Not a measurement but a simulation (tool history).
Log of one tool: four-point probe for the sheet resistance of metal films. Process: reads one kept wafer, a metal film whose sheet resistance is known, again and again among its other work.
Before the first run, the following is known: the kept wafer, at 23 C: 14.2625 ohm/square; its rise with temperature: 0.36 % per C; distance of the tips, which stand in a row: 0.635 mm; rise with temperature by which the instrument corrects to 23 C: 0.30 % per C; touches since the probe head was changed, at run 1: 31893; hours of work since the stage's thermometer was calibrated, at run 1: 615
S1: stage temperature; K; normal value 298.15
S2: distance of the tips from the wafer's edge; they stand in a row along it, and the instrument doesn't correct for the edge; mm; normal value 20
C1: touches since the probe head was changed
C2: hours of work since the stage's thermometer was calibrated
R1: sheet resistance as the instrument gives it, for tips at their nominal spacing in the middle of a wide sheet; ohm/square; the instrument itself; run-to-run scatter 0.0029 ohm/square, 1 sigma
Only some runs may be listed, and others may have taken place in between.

Run 1, hour 0.0: usual settings; C1 31893; C2 615. Result: R1 14.345851 ohm/square.
Run 2, hour 28.1: usual settings but S2 71 mm; C1 32959; C2 637. Result: R1 14.338991 ohm/square.
Run 3, hour 55.3: usual settings; C1 33992; C2 659. Result: R1 14.345244 ohm/square.
Run 4, hour 92.1: usual settings; C1 35389; C2 687. Result: R1 14.344950 ohm/square.
Run 5, hour 116.0: usual settings but S2 68 mm; C1 36294; C2 706. Result: R1 14.349501 ohm/square.
Run 6, hour 156.8: usual settings; C1 37842; C2 738. Result: R1 14.354239 ohm/square.
Run 7, hour 195.0: usual settings; C1 39296; C2 767. Result: R1 14.353738 ohm/square.
Run 8, hour 218.4: usual settings; C1 40182; C2 786. Result: R1 14.357925 ohm/square.
Run 9, hour 251.5: usual settings; C1 41439; C2 811. Result: R1 14.357923 ohm/square.
Run 10, hour 276.0: usual settings but S2 10 mm; C1 42367; C2 830. Result: R1 14.384072 ohm/square.
Run 11, hour 302.9: usual settings but S2 10 mm; C1 43389; C2 851. Result: R1 14.384752 ohm/square.
Run 12, hour 341.6: usual settings but S1 294.15 K; C1 44858; C2 881. Result: R1 14.327684 ohm/square.
Run 13, hour 374.0: usual settings but S1 294.15 K; C1 46086; C2 907. Result: R1 14.328181 ohm/square.
Run 14, hour 397.2: usual settings but S1 294.15 K; C1 46970; C2 925. Result: R1 14.327140 ohm/square.
Run 15, hour 429.9: usual settings but S1 294.15 K; C1 48209; C2 950. Result: R1 14.333127 ohm/square.
Run 16, hour 471.1: usual settings but S1 297.15 K; C1 49772; C2 982. Result: R1 14.365964 ohm/square.
Run 17, hour 507.7: usual settings but S1 295.15 K; C1 51162; C2 1011. Result: R1 14.344481 ohm/square.
Run 18, hour 524.8: usual settings but S1 295.15 K; C1 51811; C2 1024. Result: R1 14.351579 ohm/square.
Run 19, hour 558.1: usual settings but S1 308.15 K; C1 53076; C2 1050. Result: R1 14.454855 ohm/square.
Run 20, hour 596.5: usual settings but S1 308.15 K; C1 54534; C2 1080. Result: R1 14.458778 ohm/square.
Run 21, hour 635.9: usual settings but S1 295.15 K; C1 56027; C2 1111. Result: R1 14.349205 ohm/square.
Run 22, hour 674.0: usual settings but S1 297.15 K; C1 57476; C2 1140. Result: R1 14.369969 ohm/square.
Run 23, hour 703.0: usual settings; C1 58576; C2 1163. Result: R1 14.378274 ohm/square.
Run 24, hour 731.8: usual settings but S1 303.15 K; C1 59668; C2 1185. Result: R1 14.423173 ohm/square.
Run 25, hour 750.8: usual settings but S1 303.15 K; C1 60389; C2 1200. Result: R1 14.435070 ohm/square.
Run 26, hour 781.5: usual settings but S1 303.15 K; C1 61556; C2 1224. Result: R1 14.423691 ohm/square.
Run 27, hour 810.2: usual settings but S1 305.15 K; C1 62644; C2 1246. Result: R1 14.448349 ohm/square.
Run 28, hour 849.2: usual settings but S1 305.15 K, S2 8 mm; C1 64125; C2 1277. Result: R1 14.489262 ohm/square.
Run 29, hour 877.2: usual settings but S1 305.15 K, S2 8 mm; C1 65185; C2 1299. Result: R1 14.483760 ohm/square.
Run 30, hour 894.3: usual settings but S1 297.15 K, S2 13 mm; C1 65837; C2 1312. Result: R1 14.393920 ohm/square.
Run 31, hour 930.7: usual settings but S1 297.15 K, S2 13 mm; C1 67218; C2 1340. Result: R1 14.390195 ohm/square.
Run 32, hour 956.0: usual settings but S1 308.15 K, S2 3 mm; C1 68179; C2 1360. Result: R1 14.816900 ohm/square.
Run 33, hour 988.8: usual settings but S1 299.15 K, S2 7 mm; C1 69424; C2 1386. Result: R1 14.454626 ohm/square.
Run 34, hour 1029.2: usual settings but S2 4 mm; C1 70956; C2 1417. Result: R1 14.582194 ohm/square.
Run 35, hour 1051.9: usual settings but S2 9 mm; C1 71816; C2 1435. Result: R1 14.427789 ohm/square.
Run 36, hour 1078.7: usual settings but S2 9 mm; C1 72835; C2 1455. Result: R1 14.426040 ohm/square.
Run 37, hour 1115.2: usual settings but S1 296.15 K, S2 6 mm; C1 74222; C2 1484. Result: R1 14.463254 ohm/square.
Run 38, hour 1148.4: usual settings but S2 5 mm; C1 75480; C2 1510. Result: R1 14.518616 ohm/square.
Run 39, hour 1177.1: usual settings but S1 291.15 K, S2 38 mm; C1 76570; C2 1532. Result: R1 14.337779 ohm/square.
Run 40, hour 1197.5: usual settings but S1 297.15 K, S2 3 mm; C1 77343; C2 1548. Result: R1 14.730735 ohm/square.
Run 41, hour 1228.9: usual settings but S1 297.15 K, S2 29 mm; C1 78536; C2 1572. Result: R1 14.398983 ohm/square.
Run 42, hour 1253.2: usual settings but S1 297.15 K, S2 29 mm; C1 79457; C2 1591. Result: R1 14.395459 ohm/square.
Run 43, hour 1273.4: usual settings; C1 80223; C2 1607. Result: R1 14.408557 ohm/square.
Run 44, hour 1313.7: usual settings but S1 291.15 K; C1 81753; C2 1638. Result: R1 14.352265 ohm/square.
Run 45, hour 1352.8: usual settings but S1 291.15 K; C1 83239; C2 1669. Result: R1 14.351629 ohm/square.

Here are 4 independent what-if runs from the current tool condition. What would each one return?
Run A, hour 1373.2: usual settings but S1 302.15 K, S2 45 mm; C1 84012; C2 1685. Result: R1 ?.
Run B, hour 1373.2: usual settings but S1 294.15 K, S2 29 mm; C1 84012; C2 1685. Result: R1 ?.
Run C, hour 1373.2: usual settings but S1 302.15 K, S2 53 mm; C1 84012; C2 1685. Result: R1 ?.
Run D, hour 1373.2: usual settings but S1 296.15 K, S2 66 mm; C1 84012; C2 1685. Result: R1 ?.

run         R1
  A  14.444603
  B  14.372421
  C  14.445413
  D  14.393281
What these runs would have given with no unlogged condition in the tool:
run         R1
  A  14.316538
  B  14.245410
  C  14.317341
  D  14.265978
